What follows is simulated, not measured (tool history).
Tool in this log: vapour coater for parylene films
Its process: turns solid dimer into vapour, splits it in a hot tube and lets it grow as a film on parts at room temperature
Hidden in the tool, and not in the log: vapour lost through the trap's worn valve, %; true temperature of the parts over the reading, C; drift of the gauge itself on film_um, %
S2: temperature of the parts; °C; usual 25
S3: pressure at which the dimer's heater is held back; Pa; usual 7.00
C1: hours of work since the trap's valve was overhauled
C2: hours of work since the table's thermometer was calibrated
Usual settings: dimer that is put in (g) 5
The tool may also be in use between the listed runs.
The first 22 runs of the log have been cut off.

{"run": 23, "hour": 262.3, "dimer that is put in (g)": 5, "S2": 25, "S3": 7.0, "C1": 530, "C2": 667, "thickness of the film (nm)": 2350}
{"run": 24, "hour": 274.3, "dimer that is put in (g)": 5, "S2": 25, "S3": 7.0, "C1": 539, "C2": 676, "thickness of the film (nm)": 2370}
{"run": 25, "hour": 280.7, "dimer that is put in (g)": 5, "S2": 25, "S3": 7.0, "C1": 544, "C2": 681, "thickness of the film (nm)": 2360}
{"run": 26, "hour": 296.1, "dimer that is put in (g)": 5, "S2": 25, "S3": 7.0, "C1": 555, "C2": 692, "thickness of the film (nm)": 2380}
{"run": 27, "hour": 307.5, "dimer that is put in (g)": 5, "S2": 23, "S3": 11.73, "C1": 564, "C2": 700, "thickness of the film (nm)": 2300}
{"run": 28, "hour": 317.1, "dimer that is put in (g)": 5, "S2": 23, "S3": 11.73, "C1": 571, "C2": 708, "thickness of the film (nm)": 2300}
{"run": 29, "hour": 328.2, "dimer that is put in (g)": 5, "S2": 24, "S3": 5.04, "C1": 579, "C2": 716, "thickness of the film (nm)": 2530}
{"hour": 328.9, "done": "gauge calibrated"}
{"run": 30, "hour": 341.6, "dimer that is put in (g)": 3, "S2": 33, "S3": 3.86, "C1": 589, "C2": 726, "thickness of the film (nm)": 1230}
{"run": 31, "hour": 348.2, "dimer that is put in (g)": 3, "S2": 33, "S3": 3.86, "C1": 594, "C2": 731, "thickness of the film (nm)": 1230}
{"run": 32, "hour": 354.9, "dimer that is put in (g)": 3, "S2": 33, "S3": 3.86, "C1": 599, "C2": 736, "thickness of the film (nm)": 1230}
{"run": 33, "hour": 364.0, "dimer that is put in (g)": 3, "S2": 33, "S3": 2.61, "C1": 606, "C2": 742, "thickness of the film (nm)": 1300}
{"run": 34, "hour": 375.5, "dimer that is put in (g)": 3, "S2": 33, "S3": 3.45, "C1": 614, "C2": 751, "thickness of the film (nm)": 1260}
{"run": 35, "hour": 384.5, "dimer that is put in (g)": 3, "S2": 33, "S3": 3.45, "C1": 621, "C2": 758, "thickness of the film (nm)": 1270}
{"run": 36, "hour": 392.7, "dimer that is put in (g)": 5, "S2": 19, "S3": 4.14, "C1": 627, "C2": 764, "thickness of the film (nm)": 2850}
{"run": 37, "hour": 405.8, "dimer that is put in (g)": 7, "S2": 26, "S3": 7.78, "C1": 636, "C2": 773, "thickness of the film (nm)": 3120}
{"run": 38, "hour": 417.8, "dimer that is put in (g)": 5, "S2": 24, "S3": 6.19, "C1": 645, "C2": 782, "thickness of the film (nm)": 2420}
{"run": 39, "hour": 425.0, "dimer that is put in (g)": 4, "S2": 24, "S3": 6.19, "C1": 651, "C2": 788, "thickness of the film (nm)": 1940}
{"hour": 444.3, "done": "trap's valve overhauled"}
{"run": 40, "hour": 444.7, "dimer that is put in (g)": 8, "S2": 21, "S3": 7.0, "C1": 0, "C2": 799, "thickness of the film (nm)": 4120}
{"run": 41, "hour": 453.8, "dimer that is put in (g)": 5, "S2": 18, "S3": 3.21, "C1": 7, "C2": 806, "thickness of the film (nm)": 3050}
{"run": 42, "hour": 467.9, "dimer that is put in (g)": 3, "S2": 25, "S3": 7.0, "C1": 18, "C2": 816, "thickness of the film (nm)": 1390}
{"run": 43, "hour": 482.4, "dimer that is put in (g)": 5, "S2": 25, "S3": 8.62, "C1": 28, "C2": 827, "thickness of the film (nm)": 2270}
{"run": 44, "hour": 490.5, "dimer that is put in (g)": 5, "S2": 25, "S3": 8.62, "C1": 34, "C2": 833, "thickness of the film (nm)": 2280}
{"run": 45, "hour": 501.7, "dimer that is put in (g)": 6, "S2": 28, "S3": 2.26, "C1": 43, "C2": 841, "thickness of the film (nm)": 2990}
{"run": 46, "hour": 509.7, "dimer that is put in (g)": 6, "S2": 20, "S3": 3.77, "C1": 48, "C2": 847, "thickness of the film (nm)": 3410}
{"run": 47, "hour": 517.7, "dimer that is put in (g)": 3, "S2": 21, "S3": 10.51, "C1": 54, "C2": 853, "thickness of the film (nm)": 1470}

Consider 3 possible next runs. They are alternatives, not a sequence: every one starts from the tool as it was left by run 47. What does each give?
{"run": "A", "hour": 528.4, "dimer that is put in (g)": 8, "S2": 36, "S3": 3.29, "C1": 62, "C2": 861, "thickness of the film (nm)": "?"}
{"run": "B", "hour": 528.4, "dimer that is put in (g)": 5, "S2": 21, "S3": 7.0, "C1": 62, "C2": 861, "thickness of the film (nm)": "?"}
{"run": "C", "hour": 528.4, "dimer that is put in (g)": 3, "S2": 21, "S3": 10.51, "C1": 62, "C2": 861, "thickness of the film (nm)": "?"}

run=A thickness_of_the_film_(nm)=3180
run=B thickness_of_the_film_(nm)=2590
run=C thickness_of_the_film_(nm)=1470
Without the tool's unlogged condition, the same runs would have read:
run=A thickness_of_the_film_(nm)=3130
run=B thickness_of_the_film_(nm)=2550
run=C thickness_of_the_film_(nm)=1440
